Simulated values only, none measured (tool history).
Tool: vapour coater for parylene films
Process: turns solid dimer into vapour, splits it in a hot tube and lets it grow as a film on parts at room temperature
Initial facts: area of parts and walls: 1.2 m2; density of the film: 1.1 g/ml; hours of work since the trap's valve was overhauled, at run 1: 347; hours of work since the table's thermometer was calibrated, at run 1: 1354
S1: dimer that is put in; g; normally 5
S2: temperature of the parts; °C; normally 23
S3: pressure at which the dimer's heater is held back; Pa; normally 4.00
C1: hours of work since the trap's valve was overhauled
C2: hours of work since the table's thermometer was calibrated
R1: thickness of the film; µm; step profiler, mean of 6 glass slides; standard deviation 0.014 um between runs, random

run 1 hour=0.0 | S1=5 S2=23 S3=4.00 | C1=347 C2=1354 | R1=2.17
run 2 hour=84.6 | S1=5 S2=23 S3=4.00 | C1=409 C2=1416 | R1=2.14
run 3 hour=156.4 | S1=5 S2=23 S3=4.00 | C1=461 C2=1468 | R1=2.15
-- hour=198.4 trap's valve overhauled
run 4 hour=220.2 | S1=5 S2=23 S3=2.61 | C1=16 C2=1512 | R1=2.25
run 5 hour=269.7 | S1=5 S2=23 S3=2.61 | C1=52 C2=1548 | R1=2.25
run 6 hour=354.6 | S1=5 S2=23 S3=2.61 | C1=114 C2=1610 | R1=2.28
run 7 hour=423.5 | S1=5 S2=23 S3=4.00 | C1=164 C2=1660 | R1=2.17
run 8 hour=508.1 | S1=5 S2=23 S3=4.00 | C1=226 C2=1722 | R1=2.18
run 9 hour=579.1 | S1=5 S2=23 S3=4.00 | C1=278 C2=1774 | R1=2.15
run 10 hour=645.2 | S1=5 S2=23 S3=4.00 | C1=326 C2=1822 | R1=2.14
run 11 hour=718.6 | S1=5 S2=23 S3=4.00 | C1=380 C2=1876 | R1=2.15
run 12 hour=785.2 | S1=5 S2=23 S3=3.67 | C1=428 C2=1924 | R1=2.17
run 13 hour=836.1 | S1=5 S2=23 S3=3.67 | C1=465 C2=1962 | R1=2.18
-- hour=874.3 trap's valve overhauled
run 14 hour=918.2 | S1=5 S2=23 S3=3.67 | C1=32 C2=2019 | R1=2.19
run 15 hour=959.1 | S1=5 S2=23 S3=3.67 | C1=62 C2=2048 | R1=2.17
-- hour=1021.4 table's thermometer calibrated
run 16 hour=1021.4 | S1=5 S2=20 S3=4.00 | C1=107 C2=0 | R1=2.46
run 17 hour=1103.6 | S1=5 S2=20 S3=4.00 | C1=167 C2=60 | R1=2.45
run 18 hour=1143.1 | S1=5 S2=20 S3=4.00 | C1=195 C2=89 | R1=2.47
run 19 hour=1196.4 | S1=5 S2=24 S3=4.00 | C1=234 C2=128 | R1=2.06
run 20 hour=1237.8 | S1=5 S2=24 S3=4.00 | C1=265 C2=158 | R1=2.07
run 21 hour=1316.3 | S1=5 S2=23 S3=4.00 | C1=322 C2=215 | R1=2.15
run 22 hour=1362.2 | S1=5 S2=23 S3=4.00 | C1=355 C2=249 | R1=2.15
run 23 hour=1429.6 | S1=6 S2=23 S3=4.00 | C1=404 C2=298 | R1=2.58
run 24 hour=1502.5 | S1=6 S2=23 S3=4.00 | C1=458 C2=351 | R1=2.58
-- hour=1552.2 trap's valve overhauled
run 25 hour=1586.4 | S1=4 S2=23 S3=10.68 | C1=25 C2=409 | R1=1.57
run 26 hour=1647.6 | S1=4 S2=23 S3=10.68 | C1=70 C2=454 | R1=1.59
run 27 hour=1695.8 | S1=5 S2=23 S3=2.21 | C1=105 C2=489 | R1=2.28
run 28 hour=1758.2 | S1=5 S2=23 S3=2.21 | C1=150 C2=535 | R1=2.29
run 29 hour=1817.0 | S1=3 S2=19 S3=5.99 | C1=193 C2=578 | R1=1.48
run 30 hour=1869.8 | S1=5 S2=28 S3=10.79 | C1=232 C2=616 | R1=1.59
run 31 hour=1914.4 | S1=5 S2=28 S3=10.79 | C1=264 C2=649 | R1=1.57
run 32 hour=1961.6 | S1=5 S2=17 S3=2.11 | C1=299 C2=683 | R1=3.00
run 33 hour=2019.4 | S1=6 S2=23 S3=4.00 | C1=341 C2=725 | R1=2.59
run 34 hour=2091.6 | S1=5 S2=24 S3=6.69 | C1=394 C2=778 | R1=1.97
run 35 hour=2152.9 | S1=5 S2=24 S3=6.69 | C1=438 C2=823 | R1=1.99
-- hour=2225.6 trap's valve overhauled
run 36 hour=2245.2 | S1=5 S2=24 S3=6.69 | C1=14 C2=887 | R1=1.98
run 37 hour=2321.7 | S1=5 S2=24 S3=6.69 | C1=70 C2=943 | R1=1.99
run 38 hour=2380.8 | S1=5 S2=24 S3=6.69 | C1=113 C2=986 | R1=1.98
run 39 hour=2440.9 | S1=4 S2=23 S3=5.30 | C1=157 C2=1030 | R1=1.67
run 40 hour=2490.7 | S1=2 S2=28 S3=4.00 | C1=193 C2=1066 | R1=0.70
run 41 hour=2575.8 | S1=2 S2=28 S3=3.24 | C1=256 C2=1128 | R1=0.72
run 42 hour=2631.6 | S1=2 S2=28 S3=2.02 | C1=296 C2=1169 | R1=0.73
run 43 hour=2704.2 | S1=6 S2=25 S3=10.84 | C1=349 C2=1222 | R1=2.16
run 44 hour=2747.2 | S1=2 S2=23 S3=2.87 | C1=381 C2=1253 | R1=0.88

Below are 3 alternative next runs, each starting from the tool's condition after run 44. Predict each:
run A hour=2808.4 | S1=2 S2=34 S3=2.87 | C1=425 C2=1298 | R1=?
run B hour=2808.4 | S1=3 S2=26 S3=5.72 | C1=425 C2=1298 | R1=?
run C hour=2808.4 | S1=5 S2=22 S3=4.15 | C1=425 C2=1298 | R1=?

run=A R1=0.55
run=B R1=1.09
run=C R1=2.24
With no hidden state in the tool, these same runs would have given:
run=A R1=0.56
run=B R1=1.10
run=C R1=2.25
